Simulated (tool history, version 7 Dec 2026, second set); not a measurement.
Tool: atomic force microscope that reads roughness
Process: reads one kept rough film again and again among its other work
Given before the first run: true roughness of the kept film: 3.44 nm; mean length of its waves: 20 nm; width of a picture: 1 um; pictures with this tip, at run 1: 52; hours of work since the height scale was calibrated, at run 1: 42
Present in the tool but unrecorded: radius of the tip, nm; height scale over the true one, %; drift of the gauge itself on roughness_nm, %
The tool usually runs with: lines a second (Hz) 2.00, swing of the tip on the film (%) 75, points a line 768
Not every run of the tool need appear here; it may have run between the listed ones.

run,hour,lines a second (Hz),swing of the tip on the film (%),points a line,pictures with this tip,hours of work since the height scale was calibrated,roughness of the kept film (nm (root mean square))
1,0.0,2.00,75,768,52,42,2.092
2,8.0,2.00,75,768,59,46,2.041
3,16.0,2.00,75,768,67,49,1.980
4,20.2,2.00,75,768,71,50,1.962
5,26.2,2.00,82,768,76,53,1.882
6,34.3,0.70,75,768,84,56,1.900
7,38.8,2.00,75,768,88,58,1.847
8,46.5,2.00,75,768,95,61,1.786
9,55.2,2.42,75,768,103,64,1.707
10,61.7,2.42,75,768,109,67,1.691
11,66.6,2.00,73,768,114,69,1.667
12,74.1,2.00,73,768,121,72,1.640
# hour 78.1: new tip fitted
13,78.4,2.00,73,768,0,74,2.659
14,86.1,2.00,73,768,7,77,2.545
# hour 87.8: height scale calibrated on a step standard
15,93.9,2.00,75,768,14,2,2.488
16,98.6,2.00,75,768,18,4,2.415
17,108.0,2.00,75,768,27,8,2.326
18,115.3,2.00,75,768,34,11,2.256
# hour 122.2: height scale calibrated on a step standard, once more
19,125.2,2.00,75,768,42,1,2.173
20,132.4,2.00,75,768,48,4,2.124
21,137.0,0.62,75,768,53,6,2.121
22,141.4,2.00,75,768,57,8,2.044
23,147.4,2.00,89,401,62,10,1.905
24,151.7,0.81,89,401,66,12,1.978
25,157.6,2.08,60,510,72,14,1.963
26,165.4,2.08,80,256,79,17,1.803
27,174.5,2.08,86,262,88,21,1.695
28,181.2,2.00,75,953,94,24,1.796
29,190.0,2.00,58,768,102,27,1.787
30,196.5,2.00,58,768,108,30,1.750
31,204.1,0.70,71,354,115,33,1.687
32,209.9,1.89,71,354,120,35,1.625
# hour 214.4: new tip fitted
33,216.8,0.88,71,354,2,38,2.654
34,222.8,2.00,79,562,8,40,2.504
35,230.2,2.00,79,562,15,43,2.422
36,235.5,2.00,75,797,20,45,2.400
37,240.5,2.00,75,797,24,47,2.358
38,247.4,0.66,60,393,31,50,2.345
39,254.1,0.82,61,308,37,53,2.258
40,261.0,0.87,70,723,43,55,2.232
41,266.4,0.87,70,723,48,58,2.202
42,274.3,0.89,70,619,56,61,2.134
43,280.0,0.89,70,619,61,63,2.082

What if the next run were any one of these 5? Each begins from the tool's condition after run 43:
A,287.7,2.00,72,829,68,66,?
B,287.7,2.60,75,768,68,66,?
C,287.7,2.17,88,619,68,66,?
D,287.7,0.89,76,619,68,66,?
E,287.7,1.97,65,494,68,66,?

run,roughness of the kept film (nm (root mean square))
A,1.985
B,1.950
C,1.883
D,2.010
E,1.984
Had the tool no hidden state, the same runs would have come out as:
run,roughness of the kept film (nm (root mean square))
A,2.679
B,2.631
C,2.541
D,2.712
E,2.680
